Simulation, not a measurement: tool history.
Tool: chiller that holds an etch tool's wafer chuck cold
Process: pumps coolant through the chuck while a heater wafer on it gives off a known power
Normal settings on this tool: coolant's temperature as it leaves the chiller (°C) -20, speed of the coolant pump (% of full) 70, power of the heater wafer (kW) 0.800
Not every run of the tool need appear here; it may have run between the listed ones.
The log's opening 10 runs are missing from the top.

| run | hour | coolant's temperature as it leaves the chiller (°C) | speed of the coolant pump (% of full) | power of the heater wafer (kW) | hours since the coolant was changed and the channels were flushed | hours since the pump was overhauled | hours since the chiller's thermometer was calibrated | chuck's temperature once it has settled (°C) | how much warmer the coolant comes back (C) |
|---|---|---|---|---|---|---|---|---|---|
| 11 | 1105.2 | -20 | 70 | 0.800 | 1599 | 1599 | 1296 | -12.8 | 3.40 |
| 12 | 1255.3 | -20 | 70 | 0.800 | 1750 | 1750 | 1446 | -12.9 | 3.37 |
| 13 | 1360.6 | -20 | 70 | 0.800 | 1855 | 1855 | 1551 | -12.7 | 3.36 |
| 14 | 1482.4 | -20 | 70 | 0.800 | 1977 | 1977 | 1673 | -12.9 | 3.33 |
| 15 | 1576.8 | -20 | 70 | 0.800 | 2071 | 2071 | 1767 | -12.9 | 3.31 |
| 16 | 1673.0 | -26 | 70 | 0.800 | 2167 | 2167 | 1863 | -18.9 | 3.32 |
| 17 | 1817.6 | -20 | 70 | 0.418 | 2312 | 2312 | 2008 | -16.2 | 1.79 |
| 18 | 1955.3 | -15 | 63 | 0.980 | 2450 | 2450 | 2146 | -5.5 | 4.61 |
| 19 | 2069.2 | -22 | 63 | 0.980 | 2563 | 2563 | 2260 | -12.6 | 4.60 |
| 20 | 2138.4 | -19 | 73 | 0.526 | 2633 | 2633 | 2329 | -14.6 | 2.13 |
| 21 | 2231.7 | -30 | 81 | 0.721 | 2726 | 2726 | 2422 | -24.0 | 2.53 |
| 22 | 2379.0 | -18 | 70 | 1.038 | 2873 | 2873 | 2569 | -8.8 | 4.39 |
| 23 | 2483.7 | -13 | 83 | 0.795 | 2978 | 2978 | 2674 | -6.7 | 2.75 |
| 24 | 2567.1 | -13 | 83 | 0.795 | 3061 | 3061 | 2758 | -6.6 | 2.71 |
| 25 | 2632.7 | -16 | 87 | 0.878 | 3127 | 3127 | 2823 | -9.1 | 2.86 |
| 26 | 2720.2 | -27 | 73 | 1.049 | 3214 | 3214 | 2911 | -17.9 | 4.16 |

The next listed run, before its measurement:
| 27 | 2855.3 | -11 | 80 | 0.531 | 3350 | 3350 | 3046 | ? | ? |

chuck's temperature once it has settled (°C): -6.5
how much warmer the coolant comes back (C): 1.91
If the tool had no hidden condition, the same run with the same run-to-run variation would have returned chuck's temperature once it has settled (°C) -6.5, how much warmer the coolant comes back (C) 1.91.
